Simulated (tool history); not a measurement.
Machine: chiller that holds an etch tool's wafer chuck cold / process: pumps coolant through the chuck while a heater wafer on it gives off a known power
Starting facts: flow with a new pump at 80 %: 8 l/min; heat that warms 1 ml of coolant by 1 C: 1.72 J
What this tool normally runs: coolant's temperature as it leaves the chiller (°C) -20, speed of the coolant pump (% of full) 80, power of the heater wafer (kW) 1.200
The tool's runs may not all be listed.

run   hour  coolant's temperature as it leaves the chiller (°C)  speed of the coolant pump (% of full)  power of the heater wafer (kW)  chuck's temperature once it has settled (°C)  how much warmer the coolant comes back (C)
  1    0.0                                                  -20                                     80                           1.200                                          -9.8                                        5.25
  2   26.4                                                  -20                                     80                           1.200                                          -9.9                                        5.22
  3   44.9                                                  -20                                     80                           1.200                                         -10.0                                        5.29
  4   77.1                                                  -20                                     60                           1.200                                          -7.7                                        7.02
  5   97.4                                                  -20                                     60                           1.494                                          -4.6                                        8.77
  6  118.7                                                  -20                                     60                           1.494                                          -4.7                                        8.76
  7  150.1                                                  -20                                     60                           1.494                                          -4.9                                        8.82
  8  170.8                                                  -20                                     60                           1.494                                          -4.8                                        8.79
  9  193.6                                                  -20                                     60                           1.494                                          -4.9                                        8.78
 10  226.5                                                  -20                                     60                           1.494                                          -4.9                                        8.82
 11  265.0                                                  -20                                     92                           1.494                                          -8.2                                        5.76
 12  301.2                                                  -20                                     92                           1.494                                          -8.3                                        5.79
 13  318.7                                                  -20                                     92                           1.494                                          -8.5                                        5.72
 14  349.5                                                  -20                                     92                           1.494                                          -8.4                                        5.78
 15  391.3                                                  -28                                     92                           1.494                                         -16.4                                        5.77
 16  433.1                                                  -20                                     80                           1.200                                          -9.9                                        5.42
 17  471.7                                                  -20                                     72                           1.200                                          -9.2                                        5.97
 18  492.6                                                  -20                                     80                           1.062                                         -11.1                                        4.75
 19  515.4                                                  -20                                     93                           1.062                                         -11.8                                        4.13
 20  550.6                                                  -22                                     66                           1.062                                         -11.9                                        5.72
 21  577.3                                                  -20                                     96                           1.200                                         -10.8                                        4.56
 22  599.7                                                  -20                                     96                           1.200                                         -10.9                                        4.58
 23  621.2                                                  -20                                     96                           1.200                                         -10.9                                        4.50
 24  645.9                                                  -15                                     96                           1.056                                          -7.1                                        4.02
 25  686.0                                                  -15                                     96                           1.056                                          -6.9                                        4.02
 26  711.5                                                  -15                                     96                           1.056                                          -6.8                                        4.03
 27  734.5                                                  -10                                     81                           0.779                                          -3.4                                        3.57
 28  758.5                                                  -29                                     80                           1.421                                         -16.9                                        6.39
 29  799.9                                                  -12                                     68                           0.717                                          -5.3                                        3.94
 30  842.2                                                  -12                                     62                           1.208                                           0.0                                        7.06
 31  862.2                                                  -12                                     62                           1.208                                           0.2                                        7.06
 32  881.1                                                  -12                                     62                           1.208                                           0.0                                        7.12
 33  912.5                                                  -19                                     80                           1.200                                          -8.6                                        5.52

Predict each of these 3 candidate next runs independently; none follows another, all start after run 33:
  A  949.9                                                  -29                                     80                           1.200                                             ?                                           ?
  B  949.9                                                  -11                                     80                           1.200                                             ?                                           ?
  C  949.9                                                  -11                                     68                           0.842                                             ?                                           ?

run  chuck's temperature once it has settled (°C)  how much warmer the coolant comes back (C)
  A                                         -18.8                                        5.52
  B                                          -0.9                                        5.50
  C                                          -3.0                                        4.55
Without the tool's unlogged condition, the same runs would have read:
run  chuck's temperature once it has settled (°C)  how much warmer the coolant comes back (C)
  A                                         -18.8                                        5.24
  B                                          -0.9                                        5.22
  C                                          -3.0                                        4.27
